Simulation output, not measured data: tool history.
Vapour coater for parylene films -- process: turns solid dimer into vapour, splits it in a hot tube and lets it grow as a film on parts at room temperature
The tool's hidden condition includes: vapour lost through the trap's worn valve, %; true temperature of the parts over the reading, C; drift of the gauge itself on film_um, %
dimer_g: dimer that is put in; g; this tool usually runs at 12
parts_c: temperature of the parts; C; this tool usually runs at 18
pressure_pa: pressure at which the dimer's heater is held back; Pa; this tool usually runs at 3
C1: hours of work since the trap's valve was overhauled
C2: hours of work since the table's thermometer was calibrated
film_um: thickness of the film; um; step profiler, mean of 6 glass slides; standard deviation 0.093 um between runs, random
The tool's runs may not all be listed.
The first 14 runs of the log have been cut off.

{"run": 15, "hour": 575.6, "dimer_g": 12, "parts_c": 18, "pressure_pa": 3, "C1": 320, "C2": 689, "film_um": 11.4}
{"run": 16, "hour": 607.4, "dimer_g": 12, "parts_c": 18, "pressure_pa": 3, "C1": 348, "C2": 717, "film_um": 11.61}
{"run": 17, "hour": 646.3, "dimer_g": 12, "parts_c": 15, "pressure_pa": 3, "C1": 382, "C2": 751, "film_um": 12.52}
{"run": 18, "hour": 679.2, "dimer_g": 12, "parts_c": 18, "pressure_pa": 3, "C1": 411, "C2": 780, "film_um": 11.47}
{"run": 19, "hour": 727.0, "dimer_g": 12, "parts_c": 18, "pressure_pa": 3, "C1": 453, "C2": 822, "film_um": 11.27}
{"run": 20, "hour": 754.1, "dimer_g": 12, "parts_c": 18, "pressure_pa": 3, "C1": 477, "C2": 846, "film_um": 11.55}
{"run": 21, "hour": 800.6, "dimer_g": 12, "parts_c": 21, "pressure_pa": 8.19, "C1": 518, "C2": 887, "film_um": 8.88}
{"run": 22, "hour": 836.1, "dimer_g": 11, "parts_c": 23, "pressure_pa": 5.42, "C1": 549, "C2": 918, "film_um": 8.2}
{"run": 23, "hour": 887.9, "dimer_g": 20, "parts_c": 15, "pressure_pa": 8.8, "C1": 595, "C2": 964, "film_um": 17.72}
{"run": 24, "hour": 920.8, "dimer_g": 7, "parts_c": 12, "pressure_pa": 4.53, "C1": 624, "C2": 993, "film_um": 7.53}
{"hour": 933.9, "done": "trap's valve overhauled"}
{"run": 25, "hour": 956.8, "dimer_g": 7, "parts_c": 12, "pressure_pa": 4.53, "C1": 20, "C2": 1021, "film_um": 7.62}
{"run": 26, "hour": 1010.1, "dimer_g": 7, "parts_c": 11, "pressure_pa": 7.74, "C1": 67, "C2": 1068, "film_um": 7.32}
{"run": 27, "hour": 1036.9, "dimer_g": 12, "parts_c": 15, "pressure_pa": 5.21, "C1": 91, "C2": 1092, "film_um": 11.69}
{"run": 28, "hour": 1079.1, "dimer_g": 12, "parts_c": 14, "pressure_pa": 8.33, "C1": 128, "C2": 1129, "film_um": 11.19}
{"run": 29, "hour": 1128.3, "dimer_g": 20, "parts_c": 14, "pressure_pa": 7.09, "C1": 171, "C2": 1172, "film_um": 18.77}
{"run": 30, "hour": 1171.4, "dimer_g": 12, "parts_c": 10, "pressure_pa": 2.17, "C1": 209, "C2": 1210, "film_um": 13.22}

Run 31 comes next. What will it give?
{"run": 31, "hour": 1211.9, "dimer_g": 21, "parts_c": 23, "pressure_pa": 9.89, "C1": 245, "C2": 1246, "film_um": "?"}

Run 31 came out at film_um 14.05 um.
With the hidden condition absent and the run-to-run variation left alone, this run would have shown film_um 14.1 um.
